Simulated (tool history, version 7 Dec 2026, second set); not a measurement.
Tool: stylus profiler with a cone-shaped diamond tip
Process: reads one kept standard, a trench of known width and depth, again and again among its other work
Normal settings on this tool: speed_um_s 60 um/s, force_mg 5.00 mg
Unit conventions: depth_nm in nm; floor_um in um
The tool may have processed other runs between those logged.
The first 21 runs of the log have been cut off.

run,day,speed_um_s,force_mg,scans with this tip,hours of work since the height scale was calibrated,depth_nm,floor_um
22,16.296,21,5.00,11602,829,510.74,24.96
23,16.767,21,5.00,11700,836,510.75,24.89
24,17.825,21,5.00,11919,852,510.76,24.94
25,18.454,21,5.00,12050,861,510.93,24.96
26,19.212,201,5.00,12208,872,510.89,24.16
27,20.300,201,2.94,12433,888,508.24,23.92
28,21.142,42,14.54,12608,901,520.29,24.85
29,22.167,63,11.62,12821,916,517.82,24.83
30,23.275,153,5.00,13051,932,510.64,24.27
31,23.825,41,1.89,13165,941,506.65,24.64
32,24.779,41,1.83,13363,955,506.58,24.58
33,25.333,33,5.00,13478,963,511.04,24.73
34,26.146,33,5.00,13647,975,510.83,24.79
35,26.921,33,5.00,13808,987,510.72,24.74
36,27.654,167,5.00,13960,997,511.03,24.20
37,28.329,23,5.00,14100,1007,511.20,24.79

Predict the results of run 38:
38,29.396,23,5.00,14322,1023,?,?

depth_nm: 511.24 nm
floor_um: 24.77 um
Were there no unlogged condition in the tool, this run, its random variation unchanged, would have produced depth_nm 509.19 nm, floor_um 25.56 um.

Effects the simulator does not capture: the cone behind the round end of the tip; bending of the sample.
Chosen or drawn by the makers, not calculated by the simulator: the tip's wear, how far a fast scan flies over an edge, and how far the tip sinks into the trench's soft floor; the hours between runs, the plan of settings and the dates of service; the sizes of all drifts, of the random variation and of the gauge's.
